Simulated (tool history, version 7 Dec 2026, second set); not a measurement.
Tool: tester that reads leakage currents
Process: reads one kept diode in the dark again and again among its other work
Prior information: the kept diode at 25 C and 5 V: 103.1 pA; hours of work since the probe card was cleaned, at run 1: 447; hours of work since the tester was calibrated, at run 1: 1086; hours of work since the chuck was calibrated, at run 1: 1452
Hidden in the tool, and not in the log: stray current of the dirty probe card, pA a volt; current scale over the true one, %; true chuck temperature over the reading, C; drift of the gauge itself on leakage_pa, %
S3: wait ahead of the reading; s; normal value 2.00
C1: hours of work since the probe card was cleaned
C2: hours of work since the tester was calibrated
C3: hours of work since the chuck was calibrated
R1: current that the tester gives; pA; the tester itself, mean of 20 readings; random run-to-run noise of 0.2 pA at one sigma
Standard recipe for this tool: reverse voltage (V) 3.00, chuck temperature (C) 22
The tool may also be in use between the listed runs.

run 1 hour=0.0 | reverse_voltage_(V)=3.00 chuck_temperature_(C)=22 S3=2.00 | C1=447 C2=1086 C3=1452 | R1=68.36
run 2 hour=47.6 | reverse_voltage_(V)=3.00 chuck_temperature_(C)=22 S3=3.68 | C1=480 C2=1118 C3=1485 | R1=68.37
run 3 hour=90.6 | reverse_voltage_(V)=3.00 chuck_temperature_(C)=22 S3=3.68 | C1=509 C2=1147 C3=1514 | R1=68.51
-- hour=119.4 chuck's temperature calibrated
run 4 hour=148.1 | reverse_voltage_(V)=3.00 chuck_temperature_(C)=22 S3=3.68 | C1=546 C2=1184 C3=19 | R1=70.93
run 5 hour=181.6 | reverse_voltage_(V)=3.00 chuck_temperature_(C)=22 S3=8.52 | C1=569 C2=1207 C3=42 | R1=70.66
run 6 hour=238.9 | reverse_voltage_(V)=3.00 chuck_temperature_(C)=22 S3=1.09 | C1=607 C2=1246 C3=81 | R1=71.68
-- hour=261.6 chuck's temperature calibrated, once more
run 7 hour=270.4 | reverse_voltage_(V)=3.00 chuck_temperature_(C)=22 S3=1.09 | C1=627 C2=1266 C3=6 | R1=65.17
run 8 hour=311.9 | reverse_voltage_(V)=3.00 chuck_temperature_(C)=22 S3=1.09 | C1=655 C2=1294 C3=34 | R1=65.64
run 9 hour=359.5 | reverse_voltage_(V)=3.00 chuck_temperature_(C)=22 S3=1.09 | C1=687 C2=1326 C3=66 | R1=65.65
run 10 hour=413.1 | reverse_voltage_(V)=2.41 chuck_temperature_(C)=22 S3=1.61 | C1=724 C2=1362 C3=102 | R1=59.44
run 11 hour=462.4 | reverse_voltage_(V)=2.41 chuck_temperature_(C)=22 S3=1.61 | C1=757 C2=1395 C3=136 | R1=59.43
run 12 hour=503.9 | reverse_voltage_(V)=4.42 chuck_temperature_(C)=46 S3=2.92 | C1=785 C2=1423 C3=164 | R1=494.81
run 13 hour=554.3 | reverse_voltage_(V)=3.00 chuck_temperature_(C)=27 S3=8.35 | C1=819 C2=1457 C3=198 | R1=97.74
run 14 hour=590.2 | reverse_voltage_(V)=5.96 chuck_temperature_(C)=22 S3=8.35 | C1=843 C2=1481 C3=222 | R1=90.03
run 15 hour=631.8 | reverse_voltage_(V)=5.96 chuck_temperature_(C)=22 S3=8.35 | C1=871 C2=1510 C3=250 | R1=89.89
run 16 hour=662.0 | reverse_voltage_(V)=3.00 chuck_temperature_(C)=41 S3=0.41 | C1=892 C2=1530 C3=270 | R1=292.56

Run 17, settings as shown, results not yet in. Your forecast:
run 17 hour=694.3 | reverse_voltage_(V)=4.03 chuck_temperature_(C)=22 S3=2.00 | C1=913 C2=1552 C3=292 | R1=?

R1: 76.05 pA
With the hidden condition absent and the run-to-run variation left alone, this run would have shown R1 73.76 pA.
